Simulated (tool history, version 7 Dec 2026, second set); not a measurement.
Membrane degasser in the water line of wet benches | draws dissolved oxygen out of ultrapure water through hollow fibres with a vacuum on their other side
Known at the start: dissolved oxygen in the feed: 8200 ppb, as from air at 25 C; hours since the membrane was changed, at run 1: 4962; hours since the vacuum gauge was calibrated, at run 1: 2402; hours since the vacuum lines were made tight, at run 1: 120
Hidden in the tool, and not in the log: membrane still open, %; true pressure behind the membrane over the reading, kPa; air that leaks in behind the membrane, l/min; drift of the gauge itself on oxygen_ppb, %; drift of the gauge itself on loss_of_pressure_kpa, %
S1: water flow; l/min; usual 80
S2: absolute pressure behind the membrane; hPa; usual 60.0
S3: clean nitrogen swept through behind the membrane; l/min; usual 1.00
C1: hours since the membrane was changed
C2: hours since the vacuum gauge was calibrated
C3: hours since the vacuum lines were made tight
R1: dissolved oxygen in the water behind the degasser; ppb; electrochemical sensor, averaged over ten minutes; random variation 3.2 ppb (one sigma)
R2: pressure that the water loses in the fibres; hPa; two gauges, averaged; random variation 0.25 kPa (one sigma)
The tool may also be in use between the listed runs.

run    hour   S1     S2    S3     C1    C2    C3     R1     R2
  1     0.0   80   60.0  1.00   4962  2402   120  368.3  656.2
  2   260.1   80   65.1  1.00   5222  2662   380  430.5  658.5
  3   401.1   80   60.0  1.50   5363  2803   521  276.3  661.4
  4   670.4   80   60.0  1.00   5633  3073   791  365.3  658.8
  5   855.0   91   60.0  1.00   5817  3257   975  397.7  756.4
  6  1010.4   65   60.0  1.00   5973  3413  1130  313.1  538.6
  7  1251.3   80   60.0  1.00   6214  3654  1371  368.4  667.2
  8  1387.2   80   60.0  1.00   6349  3789  1507  368.2  666.2
  9  1536.4   80   60.0  1.00   6499  3939  1656  364.3  667.3
 10  1744.0   80   60.0  1.00   6706  4146  1864  364.2  665.8
 11  1970.9   80   60.0  1.00   6933  4373  2091  368.2  664.9
 12  2194.4   80   60.0  1.00   7157  4597  2314  361.1  667.2
 13  2350.8   80   60.0  1.00   7313  4753  2471  369.4  669.8
 14  2536.7   80   60.0  1.00   7499  4939  2657  366.0  670.9
     2665.9  -- gauge calibrated
 15  2802.9   80   60.0  1.00   7765  5205  2923  365.1  655.0
 16  2941.1   78   60.0  1.00   7903  5343  3061  360.4  638.0
 17  3153.1   78   60.0  1.00   8115  5555  3273  360.4  643.3
 18  3309.7   67   60.0  1.00   8272  5712  3430  319.2  555.2
     3410.9  -- seals of the vacuum lines changed
 19  3557.3   67   60.0  1.00   8518  5958   146  326.7  554.0
 20  3679.8  120   38.4  0.94   8640  6080   269  139.5  997.5
     3896.8  -- vacuum gauge calibrated
 21  3909.0  119   81.0  0.90   8869    12   498  858.9  988.8
 22  4183.2  119   81.0  0.90   9143   286   772  863.5  990.0
 23  4436.5   80   81.0  0.44   9396   540  1025  993.9  668.7
 24  4640.6   80   57.6  0.43   9600   744  1229  542.7  673.0
 25  4910.7   80   57.6  0.43   9870  1014  1499  541.0  667.7
 26  5130.6   80   57.6  1.38  10090  1234  1719  270.1  671.3
 27  5366.5   60   37.6  0.77  10326  1470  1955   72.9  505.6
     5470.2  -- membrane cartridge changed
 28  5518.1   81   60.9  0.46     48  1617  2103  577.0  678.0
 29  5783.0   58   69.7  1.00    313  1882  2368  392.7  486.7
 30  5987.2   58   69.7  1.00    517  2086  2572  392.2  490.8
 31  6119.9   80  109.3  0.94    650  2219  2704  973.6  682.3

How the hidden state differs across the entries between the runs, from the last listed run before each to the first after it:
Between runs 14 and 15: gauge calibrated (hour 2665.9)
  air that leaks in behind the membrane, l/min: 0.0021 -> 0.0022; drift of the gauge itself on loss_of_pressure_kpa, %: 2.32 -> 0.13
  measured less the result without the state, R2: +15.9 -> +1.5 hPa
Between runs 18 and 19: seals of the vacuum lines changed (hour 3410.9)
  air that leaks in behind the membrane, l/min: 0.0022 -> 0.002; drift of the gauge itself on loss_of_pressure_kpa, %: 0.59 -> 0.81
  measured less the result without the state, R2: +3.9 -> +5.2 hPa
Between runs 20 and 21: vacuum gauge calibrated (hour 3896.8)
  drift of the gauge itself on loss_of_pressure_kpa, %: 0.93 -> 1.14
  measured less the result without the state, R2: +10.4 -> +12.4 hPa
Between runs 27 and 28: membrane cartridge changed (hour 5470.2)
  membrane still open, %: 99.8 -> 100; drift of the gauge itself on loss_of_pressure_kpa, %: 2.47 -> 2.6
  measured less the result without the state, R2: +12.9 -> +17.3 hPa
